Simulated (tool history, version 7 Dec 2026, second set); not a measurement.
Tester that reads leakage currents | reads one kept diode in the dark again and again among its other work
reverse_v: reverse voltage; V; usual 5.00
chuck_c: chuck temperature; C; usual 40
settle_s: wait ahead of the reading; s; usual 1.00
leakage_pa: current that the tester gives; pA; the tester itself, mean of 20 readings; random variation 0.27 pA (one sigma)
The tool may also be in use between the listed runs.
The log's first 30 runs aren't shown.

run,day,reverse_v,chuck_c,settle_s,hours of work since the probe card was cleaned,hours of work since the tester was calibrated,hours of work since the chuck was calibrated,leakage_pa
31,30.271,7.33,24,0.34,116,554,776,32.54
32,31.417,7.33,24,0.34,130,567,790,33.01
33,32.608,5.00,40,2.02,144,581,804,93.43
34,33.629,1.21,28,0.48,156,593,816,19.03
35,34.588,13.11,28,0.48,168,605,827,57.40
36,35.829,15.98,28,1.72,182,619,842,56.68
37,36.858,15.98,23,0.68,194,632,854,42.46
38,37.767,5.67,36,0.76,205,642,865,72.03
39,38.567,5.67,36,0.76,215,652,874,72.00

Forecast each of these 5 alternatives for the next run:
A,39.738,10.07,56,0.45,228,666,888,?
B,39.738,5.67,36,5.70,228,666,888,?
C,39.738,1.76,53,0.37,228,666,888,?
D,39.738,1.91,40,1.00,228,666,888,?
E,39.738,1.55,30,3.16,228,666,888,?

run,leakage_pa
A,460.37
B,70.28
C,181.64
D,64.46
E,24.54
Without the tool's hidden state the same runs would have given:
run,leakage_pa
A,436.91
B,65.10
C,172.85
D,60.75
E,22.82

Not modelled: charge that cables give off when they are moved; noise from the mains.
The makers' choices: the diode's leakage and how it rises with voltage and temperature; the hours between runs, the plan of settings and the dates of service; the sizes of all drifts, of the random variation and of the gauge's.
